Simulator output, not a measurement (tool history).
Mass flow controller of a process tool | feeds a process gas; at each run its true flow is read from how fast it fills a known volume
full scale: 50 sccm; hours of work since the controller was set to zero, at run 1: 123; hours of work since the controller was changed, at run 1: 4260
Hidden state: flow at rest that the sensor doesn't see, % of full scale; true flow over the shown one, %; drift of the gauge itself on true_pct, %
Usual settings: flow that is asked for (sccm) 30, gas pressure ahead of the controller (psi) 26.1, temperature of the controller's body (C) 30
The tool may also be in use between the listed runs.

| run | hour | flow that is asked for (sccm) | gas pressure ahead of the controller (psi) | temperature of the controller's body (C) | hours of work since the controller was set to zero | hours of work since the controller was changed | true flow (%) |
|---|---|---|---|---|---|---|---|
| 1 | 0 | 30 | 26.1 | 30 | 123 | 4260 | 97.77 |
| 2 | 211 | 30 | 26.1 | 30 | 247 | 4384 | 97.9 |
| 3 | 441.4 | 30 | 26.1 | 30 | 382 | 4519 | 98 |
| 4 | 600.8 | 30 | 26.1 | 30 | 475 | 4612 | 97.89 |
| 5 | 814 | 30 | 26.1 | 30 | 600 | 4737 | 97.92 |
| 6 | 1133.8 | 30 | 26.1 | 30 | 787 | 4925 | 97.98 |
| 7 | 1428.9 | 30 | 26.1 | 28 | 960 | 5098 | 97.94 |
| 8 | 1628.6 | 38 | 26.1 | 28 | 1078 | 5215 | 98.23 |
| 9 | 1890.7 | 17 | 26.1 | 30 | 1231 | 5368 | 97.76 |
| 10 | 2224.1 | 17 | 26.1 | 30 | 1427 | 5564 | 98.07 |
| 11 | 2555.9 | 17 | 26.1 | 30 | 1621 | 5758 | 98.05 |
| 12 | 2750.4 | 17 | 26.1 | 30 | 1735 | 5872 | 98.2 |
| 13 | 2901.9 | 17 | 26.1 | 30 | 1824 | 5961 | 98.22 |
| 14 | 3266.9 | 30 | 37.3 | 30 | 2038 | 6175 | 98.46 |
| 15 | 3475.7 | 30 | 37.3 | 30 | 2160 | 6297 | 98.44 |
|  | 3506.9 | controller's zero set anew |
| 16 | 3800.6 | 30 | 37.3 | 30 | 172 | 6488 | 99.31 |
| 17 | 4005.9 | 30 | 22.5 | 30 | 293 | 6608 | 99.31 |
| 18 | 4361.5 | 30 | 22.5 | 30 | 501 | 6816 | 99.19 |
|  | 4523.7 | controller's zero set anew, once more |
| 19 | 4680.4 | 30 | 26.1 | 23 | 92 | 7003 | 96.41 |
| 20 | 4938.9 | 30 | 28.4 | 39 | 243 | 7155 | 97.97 |
| 21 | 5235.1 | 10 | 28.6 | 32 | 417 | 7328 | 96.54 |
| 22 | 5435.2 | 10 | 28.6 | 32 | 534 | 7445 | 96.72 |
| 23 | 5715.4 | 10 | 26.1 | 23 | 699 | 7610 | 95.91 |
| 24 | 5961.9 | 10 | 26.1 | 23 | 843 | 7754 | 96.12 |
| 25 | 6296 | 30 | 21.9 | 23 | 1039 | 7950 | 96.49 |
| 26 | 6660.1 | 7 | 26.1 | 25 | 1252 | 8163 | 97.89 |
| 27 | 6881 | 48 | 30.9 | 30 | 1382 | 8293 | 98.35 |
| 28 | 7167.5 | 48 | 30.9 | 30 | 1550 | 8461 | 98.3 |
| 29 | 7323.1 | 48 | 30.9 | 30 | 1641 | 8552 | 98.3 |

How the hidden state differs across the entries between the runs, from the last listed run before each to the first after it:
Between runs 15 and 16: controller's zero set anew (hour 3506.9)
  flow at rest that the sensor doesn't see, % of full scale: 0.763 -> 1.325; true flow over the shown one, %: -2.01 -> -2.07
  measured less the result without the state, true flow (%): -0.74 -> +0.14
Between runs 18 and 19: controller's zero set anew, once more (hour 4523.7)
  flow at rest that the sensor doesn't see, % of full scale: 1.43 -> 0.058; true flow over the shown one, %: -2.16 -> -2.21
  measured less the result without the state, true flow (%): +0.23 -> -2.12

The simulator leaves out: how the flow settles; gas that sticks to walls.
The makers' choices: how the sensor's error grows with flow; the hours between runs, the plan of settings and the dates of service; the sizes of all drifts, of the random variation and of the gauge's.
